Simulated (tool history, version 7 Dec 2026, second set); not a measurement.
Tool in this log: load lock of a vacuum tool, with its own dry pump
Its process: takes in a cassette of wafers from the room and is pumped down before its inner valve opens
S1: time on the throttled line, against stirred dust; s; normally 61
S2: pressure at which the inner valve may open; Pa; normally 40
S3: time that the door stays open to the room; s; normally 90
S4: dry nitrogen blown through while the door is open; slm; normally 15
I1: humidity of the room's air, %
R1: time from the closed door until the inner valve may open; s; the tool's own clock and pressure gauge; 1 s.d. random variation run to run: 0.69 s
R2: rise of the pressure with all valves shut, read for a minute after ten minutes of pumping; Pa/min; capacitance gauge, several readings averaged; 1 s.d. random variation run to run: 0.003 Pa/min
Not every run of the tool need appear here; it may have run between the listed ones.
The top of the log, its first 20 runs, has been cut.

Run 21, hour 1885.7: usual settings but S1 74 s, S2 28 Pa, S3 42 s; I1 45.4. Result: R1 119 s, R2 0.032 Pa/min.
Run 22, hour 1948.4: usual settings but S1 74 s, S2 28 Pa, S3 42 s; I1 47.9. Result: R1 120 s, R2 0.03 Pa/min.
Run 23, hour 2072.1: usual settings but S1 74 s, S2 28 Pa, S3 42 s; I1 47. Result: R1 118.6 s, R2 0.03 Pa/min.
Run 24, hour 2141: usual settings but S1 74 s, S2 28 Pa, S3 42 s; I1 45.9. Result: R1 119 s, R2 0.032 Pa/min.
Run 25, hour 2270.5: usual settings but S1 74 s, S2 28 Pa, S3 42 s; I1 46.4. Result: R1 120.2 s, R2 0.026 Pa/min.
Run 26, hour 2390.1: usual settings but S1 42 s, S2 35 Pa, S3 26 s, S4 13 slm; I1 43.8. Result: R1 94.7 s, R2 0.027 Pa/min.
Run 27, hour 2490.1: usual settings but S1 42 s, S2 35 Pa, S3 26 s, S4 13 slm; I1 44.6. Result: R1 93.6 s, R2 0.02 Pa/min.
Run 28, hour 2570.1: usual settings but S1 42 s, S2 35 Pa, S3 26 s, S4 13 slm; I1 45.1. Result: R1 93.9 s, R2 0.028 Pa/min.
Run 29, hour 2670.9: usual settings but S4 41 slm; I1 47.5. Result: R1 107.2 s, R2 0.036 Pa/min.
Run 30, hour 2763.6: usual settings but S2 58 Pa, S4 22 slm; I1 45.5. Result: R1 104.3 s, R2 0.042 Pa/min.

What does the tool deliver on the next run?
Run 31, hour 2850.1: usual settings but S2 58 Pa, S4 22 slm; I1 46. Result: R1 ?, R2 ?.

Run 31 measured R1 104.2 s, R2 0.038 Pa/min.
If the tool had no hidden condition, the same run with the same run-to-run variation would have returned R1 101.2 s, R2 0.025 Pa/min.

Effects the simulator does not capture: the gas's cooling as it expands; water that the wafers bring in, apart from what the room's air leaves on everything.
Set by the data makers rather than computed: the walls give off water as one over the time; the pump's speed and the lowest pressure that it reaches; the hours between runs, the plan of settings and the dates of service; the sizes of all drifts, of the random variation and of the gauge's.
